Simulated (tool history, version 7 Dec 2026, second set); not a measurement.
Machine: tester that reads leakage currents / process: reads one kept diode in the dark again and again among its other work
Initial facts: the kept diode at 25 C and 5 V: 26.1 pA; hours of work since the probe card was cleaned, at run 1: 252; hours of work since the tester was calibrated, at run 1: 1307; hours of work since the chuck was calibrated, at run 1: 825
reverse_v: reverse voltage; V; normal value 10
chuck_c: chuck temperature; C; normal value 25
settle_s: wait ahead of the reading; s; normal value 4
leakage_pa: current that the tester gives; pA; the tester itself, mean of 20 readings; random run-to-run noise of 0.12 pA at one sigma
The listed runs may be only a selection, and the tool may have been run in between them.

run	hour	reverse_v	chuck_c	settle_s	hours of work since the probe card was cleaned	hours of work since the tester was calibrated	hours of work since the chuck was calibrated	leakage_pa
1	0	10	25	4	252	1307	825	36.24
2	13.1	10	25	4	258	1313	831	36.14
3	40.4	1.3	25	4	272	1327	845	13.5
4	57.8	10	42	4	281	1336	854	125.15
5	87.5	10	42	4	296	1351	869	124.82
6	108.9	10	42	4	306	1361	879	124.8
7	127.7	10	42	0.6	316	1371	889	126.77
8	154.1	10	25	0.47	329	1384	902	38.82
9	176.4	10	48	3.55	340	1395	913	187.71
10	193.1	10	48	3.55	349	1403	921	188.34
11	212.8	10	48	3.55	358	1413	931	187.83
12	234.2	10	28	2.43	369	1424	942	45.67

Branching from run 12: 4 alternative next runs. What would each branch give?
A	263	2.3	28	4.76	384	1438	956	?
B	263	4.3	39	4.21	384	1438	956	?
C	263	2	35	1.02	384	1438	956	?
D	263	7.1	38	0.49	384	1438	956	?

run	leakage_pa
A	22.41
B	67.1
C	35.44
D	81.14
Had the tool no hidden state, the same runs would have come out as:
run	leakage_pa
A	23.23
B	69.85
C	37
D	83.96
